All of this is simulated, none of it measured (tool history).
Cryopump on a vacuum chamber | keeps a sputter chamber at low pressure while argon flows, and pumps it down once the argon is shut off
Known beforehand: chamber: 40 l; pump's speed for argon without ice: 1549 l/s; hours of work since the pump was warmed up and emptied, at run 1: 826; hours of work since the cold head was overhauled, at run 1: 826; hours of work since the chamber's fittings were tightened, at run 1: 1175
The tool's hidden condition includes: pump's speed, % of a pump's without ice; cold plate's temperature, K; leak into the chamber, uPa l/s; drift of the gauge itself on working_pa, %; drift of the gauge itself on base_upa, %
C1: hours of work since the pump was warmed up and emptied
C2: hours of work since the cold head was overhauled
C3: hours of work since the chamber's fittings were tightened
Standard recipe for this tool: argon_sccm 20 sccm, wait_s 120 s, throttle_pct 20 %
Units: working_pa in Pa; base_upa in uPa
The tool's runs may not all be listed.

{"run": 1, "hour": 0.0, "argon_sccm": 20, "wait_s": 120, "throttle_pct": 20, "C1": 826, "C2": 826, "C3": 1175, "working_pa": 0.1167, "base_upa": 1.26}
{"run": 2, "hour": 32.4, "argon_sccm": 20, "wait_s": 120, "throttle_pct": 20, "C1": 853, "C2": 853, "C3": 1202, "working_pa": 0.1157, "base_upa": 1.3}
{"hour": 65.3, "done": "pump warmed up, emptied and cooled again"}
{"run": 3, "hour": 70.2, "argon_sccm": 20, "wait_s": 120, "throttle_pct": 20, "C1": 4, "C2": 880, "C3": 1229, "working_pa": 0.1094, "base_upa": 1.11}
{"run": 4, "hour": 94.1, "argon_sccm": 20, "wait_s": 120, "throttle_pct": 20, "C1": 24, "C2": 900, "C3": 1249, "working_pa": 0.1095, "base_upa": 1.11}
{"run": 5, "hour": 118.4, "argon_sccm": 20, "wait_s": 120, "throttle_pct": 20, "C1": 44, "C2": 921, "C3": 1269, "working_pa": 0.1099, "base_upa": 1.15}
{"run": 6, "hour": 160.5, "argon_sccm": 20, "wait_s": 120, "throttle_pct": 20, "C1": 79, "C2": 956, "C3": 1304, "working_pa": 0.1094, "base_upa": 1.17}
{"run": 7, "hour": 201.2, "argon_sccm": 16, "wait_s": 120, "throttle_pct": 20, "C1": 113, "C2": 989, "C3": 1338, "working_pa": 0.0881, "base_upa": 1.16}
{"run": 8, "hour": 230.6, "argon_sccm": 16, "wait_s": 120, "throttle_pct": 20, "C1": 138, "C2": 1014, "C3": 1363, "working_pa": 0.0885, "base_upa": 1.23}
{"run": 9, "hour": 255.1, "argon_sccm": 16, "wait_s": 120, "throttle_pct": 20, "C1": 158, "C2": 1034, "C3": 1383, "working_pa": 0.0899, "base_upa": 1.17}
{"run": 10, "hour": 294.3, "argon_sccm": 8, "wait_s": 120, "throttle_pct": 20, "C1": 191, "C2": 1067, "C3": 1416, "working_pa": 0.044, "base_upa": 1.16}
{"run": 11, "hour": 314.7, "argon_sccm": 20, "wait_s": 120, "throttle_pct": 20, "C1": 207, "C2": 1084, "C3": 1433, "working_pa": 0.1115, "base_upa": 1.21}
{"run": 12, "hour": 354.7, "argon_sccm": 20, "wait_s": 120, "throttle_pct": 20, "C1": 241, "C2": 1117, "C3": 1466, "working_pa": 0.1121, "base_upa": 1.27}
{"run": 13, "hour": 381.7, "argon_sccm": 20, "wait_s": 120, "throttle_pct": 20, "C1": 263, "C2": 1140, "C3": 1488, "working_pa": 0.1109, "base_upa": 1.31}
{"run": 14, "hour": 419.7, "argon_sccm": 20, "wait_s": 120, "throttle_pct": 20, "C1": 295, "C2": 1171, "C3": 1520, "working_pa": 0.1115, "base_upa": 1.34}
{"run": 15, "hour": 455.0, "argon_sccm": 20, "wait_s": 120, "throttle_pct": 20, "C1": 324, "C2": 1201, "C3": 1549, "working_pa": 0.1115, "base_upa": 1.3}
{"run": 16, "hour": 494.0, "argon_sccm": 20, "wait_s": 120, "throttle_pct": 20, "C1": 357, "C2": 1233, "C3": 1582, "working_pa": 0.1131, "base_upa": 1.36}
{"run": 17, "hour": 526.6, "argon_sccm": 20, "wait_s": 120, "throttle_pct": 20, "C1": 384, "C2": 1260, "C3": 1609, "working_pa": 0.1126, "base_upa": 1.39}
{"run": 18, "hour": 552.1, "argon_sccm": 20, "wait_s": 120, "throttle_pct": 20, "C1": 405, "C2": 1281, "C3": 1630, "working_pa": 0.1132, "base_upa": 1.33}
{"run": 19, "hour": 573.3, "argon_sccm": 20, "wait_s": 120, "throttle_pct": 20, "C1": 423, "C2": 1299, "C3": 1648, "working_pa": 0.1123, "base_upa": 1.37}
{"run": 20, "hour": 606.2, "argon_sccm": 20, "wait_s": 95, "throttle_pct": 33, "C1": 450, "C2": 1327, "C3": 1675, "working_pa": 0.0697, "base_upa": 1.55}
{"run": 21, "hour": 641.1, "argon_sccm": 29, "wait_s": 230, "throttle_pct": 39, "C1": 479, "C2": 1355, "C3": 1704, "working_pa": 0.0867, "base_upa": 1.23}
{"run": 22, "hour": 677.5, "argon_sccm": 30, "wait_s": 120, "throttle_pct": 16, "C1": 509, "C2": 1386, "C3": 1735, "working_pa": 0.2119, "base_upa": 1.45}
{"run": 23, "hour": 702.3, "argon_sccm": 30, "wait_s": 76, "throttle_pct": 21, "C1": 530, "C2": 1406, "C3": 1755, "working_pa": 0.1631, "base_upa": 1.73}
{"run": 24, "hour": 742.8, "argon_sccm": 20, "wait_s": 54, "throttle_pct": 20, "C1": 564, "C2": 1440, "C3": 1789, "working_pa": 0.1133, "base_upa": 1.98}
{"run": 25, "hour": 786.0, "argon_sccm": 37, "wait_s": 120, "throttle_pct": 21, "C1": 600, "C2": 1476, "C3": 1825, "working_pa": 0.2024, "base_upa": 1.46}
{"run": 26, "hour": 814.0, "argon_sccm": 37, "wait_s": 120, "throttle_pct": 21, "C1": 623, "C2": 1499, "C3": 1848, "working_pa": 0.202, "base_upa": 1.47}
{"hour": 833.7, "done": "leaking fittings of the chamber tightened, without venting"}
{"run": 27, "hour": 841.9, "argon_sccm": 37, "wait_s": 120, "throttle_pct": 21, "C1": 645, "C2": 1521, "C3": 7, "working_pa": 0.2025, "base_upa": 0.63}
{"run": 28, "hour": 861.5, "argon_sccm": 37, "wait_s": 120, "throttle_pct": 23, "C1": 661, "C2": 1537, "C3": 23, "working_pa": 0.1865, "base_upa": 0.69}
{"run": 29, "hour": 893.1, "argon_sccm": 37, "wait_s": 120, "throttle_pct": 23, "C1": 687, "C2": 1564, "C3": 49, "working_pa": 0.1874, "base_upa": 0.67}
{"run": 30, "hour": 929.6, "argon_sccm": 32, "wait_s": 120, "throttle_pct": 20, "C1": 718, "C2": 1594, "C3": 80, "working_pa": 0.1841, "base_upa": 0.67}
{"run": 31, "hour": 955.8, "argon_sccm": 32, "wait_s": 120, "throttle_pct": 20, "C1": 739, "C2": 1616, "C3": 102, "working_pa": 0.1857, "base_upa": 0.66}
{"run": 32, "hour": 990.3, "argon_sccm": 32, "wait_s": 120, "throttle_pct": 20, "C1": 768, "C2": 1644, "C3": 130, "working_pa": 0.1862, "base_upa": 0.72}
{"run": 33, "hour": 1013.7, "argon_sccm": 32, "wait_s": 120, "throttle_pct": 20, "C1": 788, "C2": 1664, "C3": 150, "working_pa": 0.1852, "base_upa": 0.75}
{"run": 34, "hour": 1057.0, "argon_sccm": 32, "wait_s": 120, "throttle_pct": 20, "C1": 824, "C2": 1700, "C3": 186, "working_pa": 0.1878, "base_upa": 0.74}
{"run": 35, "hour": 1097.6, "argon_sccm": 36, "wait_s": 120, "throttle_pct": 40, "C1": 857, "C2": 1734, "C3": 220, "working_pa": 0.1112, "base_upa": 0.75}

Consider 3 possible next runs. They are alternatives, not a sequence: every one starts from the tool as it was left by run 35. What does each give?
{"hour": 1125.7, "done": "pump warmed up, emptied and cooled again"}
{"run": "A", "hour": 1137.0, "argon_sccm": 17, "wait_s": 24, "throttle_pct": 55, "C1": 9, "C2": 1762, "C3": 248, "working_pa": "?", "base_upa": "?"}
{"hour": 1125.7, "done": "pump warmed up, emptied and cooled again"}
{"run": "B", "hour": 1137.0, "argon_sccm": 20, "wait_s": 120, "throttle_pct": 25, "C1": 9, "C2": 1762, "C3": 248, "working_pa": "?", "base_upa": "?"}
{"hour": 1125.7, "done": "pump warmed up, emptied and cooled again"}
{"run": "C", "hour": 1137.0, "argon_sccm": 13, "wait_s": 120, "throttle_pct": 50, "C1": 9, "C2": 1762, "C3": 248, "working_pa": "?", "base_upa": "?"}

run=A working_pa=0.0340 base_upa=2.26
run=B working_pa=0.0880 base_upa=0.66
run=C working_pa=0.0291 base_upa=0.70
Take away the tool's hidden state, keep each run's random variation, and the runs would have read:
run=A working_pa=0.0332 base_upa=2.17
run=B working_pa=0.0871 base_upa=0.57
run=C working_pa=0.0285 base_upa=0.61
